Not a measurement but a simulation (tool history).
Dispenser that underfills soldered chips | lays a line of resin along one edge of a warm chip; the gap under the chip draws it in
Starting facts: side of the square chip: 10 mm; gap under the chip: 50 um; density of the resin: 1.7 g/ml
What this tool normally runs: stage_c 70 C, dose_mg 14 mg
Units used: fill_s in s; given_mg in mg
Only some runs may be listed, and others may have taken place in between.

run	hour	stage_c	dose_mg	fill_s	given_mg
1	0	70	14	85.7	13.31
# hour 2.8: new syringe of resin
2	7.9	70	14	87.1	13.21
# hour 10.6: new syringe of resin
3	16.3	81	14	52.8	13.1
# hour 18: new syringe of resin
# hour 19: dispensing valve cleaned and set on the balance
# hour 26.1: new syringe of resin
4	26.1	81	14	37.5	14.02
# hour 33.1: new syringe of resin
5	35.5	58	14	143.4	13.87
# hour 40: new syringe of resin
6	45.8	58	14	179.3	13.78
# hour 46.9: new syringe of resin
# hour 53.8: new syringe of resin
7	53.8	81	14	38.7	13.76
# hour 61.1: new syringe of resin
8	61.4	70	12.8	64.9	12.46
# hour 68.7: new syringe of resin
9	72.9	70	15.3	84.4	14.87
# hour 75.6: new syringe of resin
# hour 82.7: new syringe of resin
10	83.7	70	15.3	68.5	14.82
11	89.2	70	15.3	95.9	14.82
# hour 90: new syringe of resin
# hour 97.3: new syringe of resin
12	97.3	70	15.3	65.3	14.65
13	103	70	18	92.5	17.34
# hour 104.8: new syringe of resin
14	108.9	70	18	82.6	17.18
# hour 112.4: new syringe of resin
# hour 119.3: new syringe of resin
15	119.3	70	14	64	13.33
16	124.7	70	14	93.4	13.22
# hour 127: new syringe of resin
17	131.1	70	14	84.2	13.31
# hour 134: new syringe of resin
# hour 141.2: new syringe of resin
18	142.7	66	12.2	92.9	11.43
# hour 148.1: new syringe of resin
19	149.8	56	17.5	154.7	16.35
# hour 153: dispensing valve cleaned and set on the balance
# hour 156: new syringe of resin
20	159.8	59	13.2	152.6	13.12
# hour 163.2: new syringe of resin
21	166.6	59	13.2	148.3	13.06
# hour 170.5: new syringe of resin
22	176.3	72	12	87.3	11.75
# hour 178.3: new syringe of resin
# hour 185.3: new syringe of resin
23	186.1	76	16	48.4	15.89
# hour 193: new syringe of resin
24	195.7	76	15.4	56	15.11
# hour 199.9: new syringe of resin
25	206.4	66	13.2	121.6	12.88
# hour 207.5: new syringe of resin
26	212.3	57	15.3	179.6	14.96
# hour 214.3: new syringe of resin
# hour 221.6: new syringe of resin
27	224	72	12.4	71.4	12.04
# hour 228.5: new syringe of resin
28	230.1	58	15	139.1	14.52
# hour 235.7: new syringe of resin
29	239.7	70	13.7	85.8	13.12
# hour 243.1: new syringe of resin
30	245	65	16	98.6	15.36
# hour 250.3: new syringe of resin
31	255.8	58	13.5	176.9	12.83
# hour 257.2: new syringe of resin
32	262.2	58	15	176	14.26
# hour 264.8: new syringe of resin
# hour 272.4: new syringe of resin
33	273.6	61	13.2	116.1	12.42

For some of the steps in fill_s from one run to the next: how much would appear even if the tool had no hidden state, given the settings, what came in and random variation, and how much remains for the hidden state plus any gauge scatter that the measured result and the result without hidden state don't share?
Hidden state present: resin's viscosity, % of fresh resin's; dose that the valve gives, % of what is set; true chip temperature over the reading, C; drift of the gauge itself on fill_s, %; drift of the gauge itself on given_mg, %.
Run 4 -> 5: stage_c 81 -> 58, new syringe of resin. fill_s +105.9 s: hidden state +22, all else +83.9.
Run 6 -> 7: stage_c 58 -> 81, new syringe of resin, new syringe of resin. fill_s -140.6 s: hidden state -55.7, all else -84.9.
Run 26 -> 27: stage_c 57 -> 72, dose_mg 15.3 -> 12.4, new syringe of resin, new syringe of resin. fill_s -108.2 s: hidden state -39, all else -69.2.
Run 32 -> 33: stage_c 58 -> 61, dose_mg 15 -> 13.2, new syringe of resin, new syringe of resin. fill_s -59.9 s: hidden state -41.1, all else -18.8.
